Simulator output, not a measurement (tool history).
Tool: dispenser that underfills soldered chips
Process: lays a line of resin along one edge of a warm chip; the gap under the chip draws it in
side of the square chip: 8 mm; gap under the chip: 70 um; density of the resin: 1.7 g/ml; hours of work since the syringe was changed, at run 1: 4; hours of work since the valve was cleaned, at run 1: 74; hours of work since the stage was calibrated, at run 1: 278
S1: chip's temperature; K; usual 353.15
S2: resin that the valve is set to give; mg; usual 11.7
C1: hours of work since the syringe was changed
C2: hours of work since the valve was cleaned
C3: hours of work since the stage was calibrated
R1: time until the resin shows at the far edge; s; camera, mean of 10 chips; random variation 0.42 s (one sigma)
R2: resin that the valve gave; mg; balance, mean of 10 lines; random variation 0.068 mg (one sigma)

run	hour	S1	S2	C1	C2	C3	R1	R2
1	0	353.15	11.7	4	74	278	40.4	11.06
# hour 4.4: new syringe of resin
2	8	353.15	11.7	2	79	283	35.3	10.91
# hour 14.7: new syringe of resin
3	16.8	353.15	11.7	2	85	289	33.3	10.92
# hour 25.2: new syringe of resin
4	26.8	362.15	11.7	1	92	296	20.4	10.76
5	31	362.15	11.7	4	95	299	26.6	10.73
# hour 35.3: new syringe of resin
6	41.4	362.15	11.7	4	102	306	27.1	10.68
# hour 45.6: new syringe of resin
7	46.1	353.15	11.7	0	105	309	30.2	10.6
# hour 55.9: new syringe of resin
8	56.4	366.15	13.6	0	112	316	15.2	12.34
9	62.2	356.15	14.8	4	116	320	34.7	13.31
# hour 66.3: new syringe of resin
10	70.9	363.15	11.7	3	122	326	24.2	10.46

Run 11 comes next. What will it give?
11	75.9	363.15	11.6	7	125	329	?	?

{"run 11": {"R1": 32, "R2": 10.33}}
Without the tool's hidden state the same run would have given R1 18.6 s, R2 11.55 mg.

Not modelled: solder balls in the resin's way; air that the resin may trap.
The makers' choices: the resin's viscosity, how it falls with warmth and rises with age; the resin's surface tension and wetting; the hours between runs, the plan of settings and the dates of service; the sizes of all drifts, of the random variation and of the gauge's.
